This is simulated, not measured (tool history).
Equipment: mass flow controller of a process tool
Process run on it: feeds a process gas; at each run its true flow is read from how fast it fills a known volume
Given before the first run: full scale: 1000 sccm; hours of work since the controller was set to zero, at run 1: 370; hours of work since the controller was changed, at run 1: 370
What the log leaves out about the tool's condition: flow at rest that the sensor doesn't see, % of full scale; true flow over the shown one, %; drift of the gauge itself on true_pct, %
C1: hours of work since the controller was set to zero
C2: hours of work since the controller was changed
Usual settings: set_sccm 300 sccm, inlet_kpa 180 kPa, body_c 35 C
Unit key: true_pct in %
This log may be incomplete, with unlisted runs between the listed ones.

Run 1, hour 0: usual settings; C1 370; C2 370. Result: true_pct 98.61 %.
Run 2, hour 94.5: usual settings; C1 440; C2 440. Result: true_pct 98.5 %.
Run 3, hour 158.6: usual settings; C1 488; C2 488. Result: true_pct 98.67 %.
Run 4, hour 264.7: usual settings; C1 566; C2 566. Result: true_pct 98.71 %.
Run 5, hour 337.8: usual settings; C1 621; C2 621. Result: true_pct 98.57 %.
Run 6, hour 420: usual settings; C1 681; C2 681. Result: true_pct 98.76 %.
Run 7, hour 497.1: usual settings but body_c 29 C; C1 739; C2 739. Result: true_pct 98.95 %.
Run 8, hour 596.7: usual settings but body_c 29 C; C1 812; C2 812. Result: true_pct 99.16 %.
Run 9, hour 663.1: usual settings but body_c 29 C; C1 862; C2 862. Result: true_pct 99.17 %.
Run 10, hour 737.5: usual settings but body_c 29 C; C1 917; C2 917. Result: true_pct 99.22 %.
Run 11, hour 836.5: usual settings but body_c 36 C; C1 990; C2 990. Result: true_pct 98.9 %.
Run 12, hour 925.9: usual settings but set_sccm 595 sccm, inlet_kpa 161 kPa; C1 1056; C2 1056. Result: true_pct 99.21 %.
Run 13, hour 1031.3: usual settings but set_sccm 124 sccm, inlet_kpa 263 kPa, body_c 28 C; C1 1134; C2 1134. Result: true_pct 99.56 %.
Run 14, hour 1121.8: usual settings but set_sccm 655 sccm, inlet_kpa 247 kPa; C1 1201; C2 1201. Result: true_pct 99.18 %.
Run 15, hour 1177.5: usual settings but set_sccm 655 sccm, inlet_kpa 247 kPa; C1 1243; C2 1243. Result: true_pct 99.24 %.
Run 16, hour 1230: usual settings but set_sccm 240 sccm, inlet_kpa 266 kPa, body_c 37 C; C1 1282; C2 1282. Result: true_pct 98.79 %.
Run 17, hour 1325.9: usual settings but set_sccm 240 sccm, inlet_kpa 266 kPa, body_c 37 C; C1 1353; C2 1353. Result: true_pct 98.95 %.
Run 18, hour 1391.9: usual settings but set_sccm 110 sccm, inlet_kpa 241 kPa; C1 1402; C2 1402. Result: true_pct 99.64 %.
Run 19, hour 1448.8: usual settings but set_sccm 789 sccm; C1 1444; C2 1444. Result: true_pct 99.69 %.
Run 20, hour 1560.2: usual settings but set_sccm 937 sccm, body_c 22 C; C1 1526; C2 1526. Result: true_pct 100.3 %.

Consider 5 possible next runs. They are alternatives, not a sequence: every one starts from the tool as it was left by run 20. What does each give?
Run A, hour 1673.2: usual settings but set_sccm 685 sccm, inlet_kpa 188 kPa, body_c 22 C; C1 1610; C2 1610. Result: true_pct ?.
Run B, hour 1673.2: usual settings but set_sccm 860 sccm, inlet_kpa 160 kPa, body_c 31 C; C1 1610; C2 1610. Result: true_pct ?.
Run C, hour 1673.2: usual settings but set_sccm 144 sccm, inlet_kpa 149 kPa; C1 1610; C2 1610. Result: true_pct ?.
Run D, hour 1673.2: usual settings but set_sccm 937 sccm, inlet_kpa 264 kPa, body_c 28 C; C1 1610; C2 1610. Result: true_pct ?.
Run E, hour 1673.2: usual settings but set_sccm 281 sccm, inlet_kpa 150 kPa, body_c 27 C; C1 1610; C2 1610. Result: true_pct ?.

run  true_pct
  A     99.97
  B     99.95
  C     99.85
  D     99.97
  E     99.56
Stripped of hidden state, with their random variation kept, the same runs would have yielded:
run  true_pct
  A      99.6
  B     99.64
  C     98.32
  D     99.69
  E     98.75
